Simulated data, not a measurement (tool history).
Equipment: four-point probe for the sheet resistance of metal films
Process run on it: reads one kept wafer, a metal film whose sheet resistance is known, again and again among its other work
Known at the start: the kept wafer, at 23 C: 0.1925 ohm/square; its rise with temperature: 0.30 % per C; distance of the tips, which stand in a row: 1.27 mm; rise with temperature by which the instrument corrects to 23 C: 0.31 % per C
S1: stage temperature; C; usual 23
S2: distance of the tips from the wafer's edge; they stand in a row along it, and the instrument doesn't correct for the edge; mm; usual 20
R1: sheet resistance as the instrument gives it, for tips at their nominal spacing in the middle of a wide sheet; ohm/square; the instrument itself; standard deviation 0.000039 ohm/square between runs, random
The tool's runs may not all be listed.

run	hour	S1	S2	R1
1	0.0	23	20	0.192858
2	77.0	23	20	0.192795
3	133.7	23	20	0.192792
# hour 166.7: stage's thermometer calibrated
4	192.3	23	20	0.192886
5	249.1	23	14	0.193299
6	307.1	23	14	0.193250
7	341.5	23	14	0.193323
8	385.3	23	14	0.193287
# hour 432.8: stage's thermometer calibrated, once more
9	447.6	23	20	0.192647
10	485.9	23	20	0.192584
11	538.7	23	20	0.192659
12	610.1	21	7	0.195580

The next listed run, before its measurement:
13	673.9	24	3	?

Run 13 gave R1 0.208940 ohm/square.
The same run, on a tool lacking any hidden state, would have yielded R1 0.209249 ohm/square.

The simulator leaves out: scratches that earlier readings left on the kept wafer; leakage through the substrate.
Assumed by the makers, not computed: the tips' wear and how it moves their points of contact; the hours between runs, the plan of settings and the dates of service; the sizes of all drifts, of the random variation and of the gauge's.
